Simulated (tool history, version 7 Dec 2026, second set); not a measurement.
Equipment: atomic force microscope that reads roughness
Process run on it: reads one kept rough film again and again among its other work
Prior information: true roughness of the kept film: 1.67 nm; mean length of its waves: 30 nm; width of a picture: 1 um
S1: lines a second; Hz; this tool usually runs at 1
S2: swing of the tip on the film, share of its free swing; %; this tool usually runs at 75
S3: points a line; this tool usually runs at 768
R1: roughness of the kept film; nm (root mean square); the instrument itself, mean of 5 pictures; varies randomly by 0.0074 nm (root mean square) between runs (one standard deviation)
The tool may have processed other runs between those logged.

run	day	S1	S2	S3	R1
1	0	1	75	768	1.533
2	0.454	1	75	768	1.512
3	0.733	1	75	768	1.501
4	1.175	1	75	555	1.494
5	1.467	1	75	555	1.483
6	1.675	1	75	768	1.469
7	1.938	1	75	768	1.454
8	2.158	0.69	75	768	1.461
# day 2.229: height scale calibrated on a step standard
9	2.521	1.67	60	312	1.435
10	2.758	3.21	78	768	1.32
# day 2.808: new tip fitted
11	3.229	3.21	78	768	1.403

Forecast run 12:
12	3.612	0.79	85	556	?

R1: 1.49 nm (root mean square)
If the tool had no hidden condition, the same run with the same run-to-run variation would have returned R1 1.53 nm (root mean square).
